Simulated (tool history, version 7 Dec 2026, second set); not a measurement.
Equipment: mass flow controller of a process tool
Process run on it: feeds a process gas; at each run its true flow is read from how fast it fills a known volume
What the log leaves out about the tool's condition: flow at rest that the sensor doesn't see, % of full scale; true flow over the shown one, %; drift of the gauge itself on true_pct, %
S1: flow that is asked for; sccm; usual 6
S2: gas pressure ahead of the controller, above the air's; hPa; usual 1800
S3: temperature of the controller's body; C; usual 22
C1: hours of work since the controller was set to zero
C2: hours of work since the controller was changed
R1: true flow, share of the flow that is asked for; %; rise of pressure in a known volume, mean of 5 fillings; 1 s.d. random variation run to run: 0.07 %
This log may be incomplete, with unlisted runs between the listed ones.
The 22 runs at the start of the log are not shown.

run,hour,S1,S2,S3,C1,C2,R1
23,1261.7,3,1900,20,1570,1570,97.99
24,1299.7,2,2390,22,1585,1585,97.37
25,1354.3,2,2390,22,1608,1608,97.27
26,1392.7,6,1800,24,1623,1623,98.15
27,1440.4,3,1790,38,1643,1643,96.85
28,1513.1,12,1790,29,1673,1673,98.69
29,1600.2,4,1500,21,1709,1709,98.24
30,1649.7,4,1500,21,1729,1729,98.31

Each row is a separate what-if for the run after 30, all from the same tool condition, not one after another. Results?
A,1696.2,6,1510,22,1748,1748,?
B,1696.2,3,1500,21,1748,1748,?
C,1696.2,13,2690,26,1748,1748,?
D,1696.2,10,1500,23,1748,1748,?

run,R1
A,98.52
B,98.17
C,98.42
D,99.01
What these runs would have given with no unlogged condition in the tool:
run,R1
A,98.53
B,98.17
C,98.42
D,99.02
